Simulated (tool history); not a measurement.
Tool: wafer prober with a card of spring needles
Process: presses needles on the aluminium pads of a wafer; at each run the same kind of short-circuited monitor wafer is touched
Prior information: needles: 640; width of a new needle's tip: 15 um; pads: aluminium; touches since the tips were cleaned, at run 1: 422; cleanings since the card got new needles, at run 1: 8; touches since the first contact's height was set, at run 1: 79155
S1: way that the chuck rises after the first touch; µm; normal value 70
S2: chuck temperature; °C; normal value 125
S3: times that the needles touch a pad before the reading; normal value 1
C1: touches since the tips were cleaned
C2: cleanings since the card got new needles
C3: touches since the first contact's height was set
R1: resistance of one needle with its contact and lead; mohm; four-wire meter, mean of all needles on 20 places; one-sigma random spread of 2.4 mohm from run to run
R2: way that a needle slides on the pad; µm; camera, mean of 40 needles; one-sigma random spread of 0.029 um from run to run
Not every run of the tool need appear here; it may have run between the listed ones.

run    hour  S1   S2  S3    C1  C2      C3   R1     R2
  1       0  70  125   1   422   8   79155  269   8.82
       42.1  -- tips cleaned on abrasive film
  2    61.5  70  125   1  4141   9   92296  284   8.79
       88.6  -- tips cleaned on abrasive film
  3    99.8  70  125   1  2391  10  100473  284    8.8
      133.4  -- tips cleaned on abrasive film
  4   160.4  70  125   1  5783  11  113433  288   8.74
      175.3  -- tips cleaned on abrasive film
      217.1  -- tips cleaned on abrasive film
  5   217.8  66  125   1   152  13  125672  272   8.25
      259.3  -- tips cleaned on abrasive film
  6   293.3  70  125   1  7265  14  141799  290   8.72
      300.2  -- tips cleaned on abrasive film
  7   328.1  70  125   1  5978  15  149237  286   8.74
      345.6  -- tips cleaned on abrasive film
      385.6  -- tips cleaned on abrasive film
  8   402.6  70  125   1  3656  17  165147  282   8.66
      426.7  -- tips cleaned on abrasive film
      470.2  -- tips cleaned on abrasive film
  9   470.4  70  125   1    52  19  179613  271   8.71
      512.1  -- tips cleaned on abrasive film
 10   550.8  70  125   1  8280  20  196785  288   8.71
      558.1  -- tips cleaned on abrasive film
      594.6  -- height of the first contact set anew
      601.1  -- tips cleaned on abrasive film
 11   606.1  70  125   1  1075  22    2438  274   8.86
      645.3  -- tips cleaned on abrasive film
 12   674.1  70  125   1  6168  23   16986  286   8.84
      685.6  -- tips cleaned on abrasive film
        730  -- tips cleaned on abrasive film
 13   734.9  70  125   1  1047  25   29939  279   8.79
      776.5  -- tips cleaned on abrasive film
 14   799.4  70  125   1  4908  26   43737  287   8.82
      822.5  -- tips cleaned on abrasive film
      864.4  -- tips cleaned on abrasive film
 15   864.9  70  125   1    98  28   57705  272   8.88
      908.3  -- tips cleaned on abrasive film
 16   923.1  70  125   2  3175  29   70154  278   8.84
      949.1  -- tips cleaned on abrasive film
      995.6  -- tips cleaned on abrasive film
 17  1001.6  70  125   2  1280  31   86897  272   8.79
     1037.2  -- tips cleaned on abrasive film
 18  1074.9  75  125   1  8073  32  102583  288   9.36
       1082  -- tips cleaned on abrasive film
     1126.2  -- tips cleaned on abrasive film
 19  1132.4  73   38   1  1333  34  114846  252   9.15
     1166.3  -- tips cleaned on abrasive film
 20  1193.1  56  110   1  5732  35  127808  298    6.9
     1209.9  -- tips cleaned on abrasive film
       1250  -- tips cleaned on abrasive film
 21  1257.9  55   68   1  1698  37  141646  274   6.78
     1291.4  -- tips cleaned on abrasive film
 22  1324.6  52  116   2  7111  38  155902  291   6.38
     1335.1  -- tips cleaned on abrasive film
 23  1366.5  52   96   1  6725  39  164846  306    6.4
     1378.1  -- tips cleaned on abrasive film
     1422.4  -- tips cleaned on abrasive film
 24  1426.6  52   96   1   899  41  177662  280   6.36
     1465.1  -- tips cleaned on abrasive film
 25  1503.7  55   76   3  8251  42  194132  276   6.74
     1510.6  -- tips cleaned on abrasive film
 26  1543.6  70  125   2  7062  43  202663  283   8.63
     1552.7  -- tips cleaned on abrasive film
     1562.1  -- height of the first contact set anew
       1598  -- tips cleaned on abrasive film
 27  1610.6  70  125   2  2692  45   10367  276   8.82
     1641.4  -- tips cleaned on abrasive film
 28  1650.6  70  125   2  1958  46   18900  273   8.89
     1684.7  -- tips cleaned on abrasive film
 29  1721.5  85  125   3  7860  47   34057  269  10.83
     1728.6  -- tips cleaned on abrasive film
     1769.4  -- tips cleaned on abrasive film
 30  1791.8  85   27   3  4790  49   49071  245  10.84
     1813.3  -- tips cleaned on abrasive film
     1855.4  -- tips cleaned on abrasive film
 31  1867.6  70  125   1  2615  51   65250  277   8.86

3 ways to go on from here, each from the tool as it stands after run 31. What would each give?
     1900.2  -- tips cleaned on abrasive film
  A  1931.9  84  125   2  6769  52  78983   ?   ?
     1900.2  -- tips cleaned on abrasive film
  B  1931.9  61   81   2  6769  52  78983   ?   ?
     1900.2  -- tips cleaned on abrasive film
  C  1931.9  70   27   1  6769  52  78983   ?   ?

run   R1     R2
  A  278  10.61
  B  280   7.67
  C  268   8.81
Without the tool's hidden state the same runs would have given:
run   R1     R2
  A  266  10.71
  B  259   7.77
  C  240   8.91
